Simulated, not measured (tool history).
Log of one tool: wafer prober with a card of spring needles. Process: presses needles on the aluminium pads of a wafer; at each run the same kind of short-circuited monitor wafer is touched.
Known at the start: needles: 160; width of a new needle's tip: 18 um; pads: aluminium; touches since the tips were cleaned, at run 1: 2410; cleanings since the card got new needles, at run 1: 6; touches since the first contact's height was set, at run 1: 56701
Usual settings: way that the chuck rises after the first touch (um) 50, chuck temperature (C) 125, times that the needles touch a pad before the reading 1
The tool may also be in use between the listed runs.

| run | hour | way that the chuck rises after the first touch (um) | chuck temperature (C) | times that the needles touch a pad before the reading | touches since the tips were cleaned | cleanings since the card got new needles | touches since the first contact's height was set | resistance of one needle with its contact and lead (mohm) | way that a needle slides on the pad (um) |
|---|---|---|---|---|---|---|---|---|---|
| 1 | 0.0 | 50 | 125 | 1 | 2410 | 6 | 56701 | 321 | 11.84 |
|  | 13.2 | height of the first contact set anew |
|  | 16.0 | tips cleaned on abrasive film |
| 2 | 19.6 | 50 | 125 | 1 | 1209 | 7 | 2109 | 315 | 11.84 |
| 3 | 32.4 | 50 | 125 | 1 | 5467 | 7 | 6367 | 316 | 11.82 |
|  | 39.4 | tips cleaned on abrasive film |
| 4 | 41.8 | 35 | 125 | 1 | 816 | 8 | 9462 | 331 | 8.23 |
| 5 | 56.6 | 35 | 125 | 1 | 5728 | 8 | 14374 | 328 | 8.26 |
|  | 63.8 | tips cleaned on abrasive film |
| 6 | 75.4 | 35 | 125 | 1 | 3855 | 9 | 20579 | 330 | 8.26 |
|  | 87.6 | tips cleaned on abrasive film |
| 7 | 94.1 | 35 | 125 | 1 | 2155 | 10 | 26766 | 331 | 8.28 |
| 8 | 104.4 | 50 | 125 | 1 | 5604 | 10 | 30215 | 313 | 11.85 |
|  | 110.9 | tips cleaned on abrasive film |
| 9 | 123.3 | 50 | 125 | 1 | 4124 | 11 | 36472 | 313 | 11.80 |
|  | 134.5 | tips cleaned on abrasive film |
| 10 | 138.1 | 35 | 125 | 1 | 1185 | 12 | 41345 | 329 | 8.29 |
| 11 | 147.4 | 50 | 61 | 1 | 4280 | 12 | 44440 | 295 | 11.81 |
|  | 157.9 | tips cleaned on abrasive film |
| 12 | 157.9 | 50 | 61 | 1 | 4 | 13 | 47901 | 293 | 11.81 |
| 13 | 175.3 | 50 | 61 | 1 | 5792 | 13 | 53689 | 295 | 11.83 |
|  | 182.2 | tips cleaned on abrasive film |
| 14 | 194.2 | 50 | 61 | 1 | 3985 | 14 | 59947 | 291 | 11.82 |
|  | 197.0 | height of the first contact set anew |
| 15 | 203.4 | 50 | 61 | 1 | 6940 | 14 | 2144 | 294 | 11.84 |
|  | 206.4 | tips cleaned on abrasive film |
| 16 | 211.4 | 50 | 61 | 1 | 1679 | 15 | 4773 | 290 | 11.82 |
| 17 | 227.1 | 50 | 61 | 1 | 6897 | 15 | 9991 | 289 | 11.85 |

The next listed run, before its measurement:
|  | 229.4 | tips cleaned on abrasive film |
| 18 | 240.3 | 50 | 65 | 1 | 3614 | 16 | 14352 | ? | ? |

{"run 18": {"resistance of one needle with its contact and lead (mohm)": 296, "way that a needle slides on the pad (um)": 11.81}}
Without the tool's hidden state the same run would have given resistance of one needle with its contact and lead (mohm) 296, way that a needle slides on the pad (um) 11.81.

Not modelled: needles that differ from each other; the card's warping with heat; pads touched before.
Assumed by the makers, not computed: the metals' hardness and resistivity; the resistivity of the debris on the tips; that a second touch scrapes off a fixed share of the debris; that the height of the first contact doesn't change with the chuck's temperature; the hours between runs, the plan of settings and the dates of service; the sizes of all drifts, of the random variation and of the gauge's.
